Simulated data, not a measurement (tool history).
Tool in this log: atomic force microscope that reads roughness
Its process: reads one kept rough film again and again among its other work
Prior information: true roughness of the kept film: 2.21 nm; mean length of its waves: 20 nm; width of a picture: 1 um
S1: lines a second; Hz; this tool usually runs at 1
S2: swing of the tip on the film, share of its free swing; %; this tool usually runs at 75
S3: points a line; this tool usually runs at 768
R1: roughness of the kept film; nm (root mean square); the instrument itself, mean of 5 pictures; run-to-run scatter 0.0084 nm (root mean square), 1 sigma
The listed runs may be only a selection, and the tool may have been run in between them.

| run | hour | S1 | S2 | S3 | R1 |
|---|---|---|---|---|---|
| 1 | 0 | 1 | 75 | 768 | 1.618 |
| 2 | 18.6 | 1 | 75 | 649 | 1.524 |
| 3 | 32.1 | 1 | 75 | 649 | 1.442 |
| 4 | 43.3 | 1 | 75 | 649 | 1.387 |
| 5 | 59.2 | 1 | 75 | 649 | 1.307 |
|  | 75.5 | new tip fitted |
| 6 | 79.8 | 1 | 75 | 649 | 1.809 |
| 7 | 100.6 | 1 | 75 | 649 | 1.66 |
| 8 | 108.9 | 1 | 75 | 649 | 1.607 |
| 9 | 127.9 | 1 | 75 | 649 | 1.5 |
| 10 | 137 | 1 | 75 | 649 | 1.445 |
| 11 | 146.2 | 1 | 75 | 735 | 1.404 |
| 12 | 156.1 | 1 | 75 | 768 | 1.366 |
| 13 | 172.9 | 1 | 75 | 768 | 1.291 |
|  | 179.5 | new tip fitted |
| 14 | 191.1 | 0.57 | 57 | 649 | 1.801 |
| 15 | 209.2 | 2.05 | 85 | 768 | 1.549 |
| 16 | 225 | 2.16 | 87 | 877 | 1.455 |
| 17 | 237.6 | 2.16 | 87 | 877 | 1.376 |
| 18 | 251.4 | 2.16 | 87 | 877 | 1.318 |
| 19 | 271.7 | 2.41 | 65 | 515 | 1.308 |
|  | 282.8 | new tip fitted |
| 20 | 290 | 2.41 | 65 | 515 | 1.769 |
| 21 | 300.8 | 2.41 | 65 | 515 | 1.684 |
| 22 | 314.4 | 2.41 | 65 | 515 | 1.601 |
| 23 | 331.6 | 2.58 | 84 | 768 | 1.426 |
| 24 | 347.8 | 2.58 | 76 | 501 | 1.373 |
| 25 | 368.1 | 2.07 | 57 | 410 | 1.351 |
| 26 | 377.6 | 2.07 | 57 | 410 | 1.321 |

Alternative continuations, all from the tool just after run 26; predict every row:
|  | 385.3 | new tip fitted |
| A | 389.6 | 1 | 75 | 365 | ? |
|  | 385.3 | new tip fitted |
| B | 389.6 | 2.07 | 68 | 410 | ? |
|  | 385.3 | new tip fitted |
| C | 389.6 | 1.39 | 75 | 768 | ? |

| run | R1 |
|---|---|
| A | 1.787 |
| B | 1.772 |
| C | 1.814 |
What these runs would have given with no unlogged condition in the tool:
| run | R1 |
|---|---|
| A | 1.82 |
| B | 1.806 |
| C | 1.849 |

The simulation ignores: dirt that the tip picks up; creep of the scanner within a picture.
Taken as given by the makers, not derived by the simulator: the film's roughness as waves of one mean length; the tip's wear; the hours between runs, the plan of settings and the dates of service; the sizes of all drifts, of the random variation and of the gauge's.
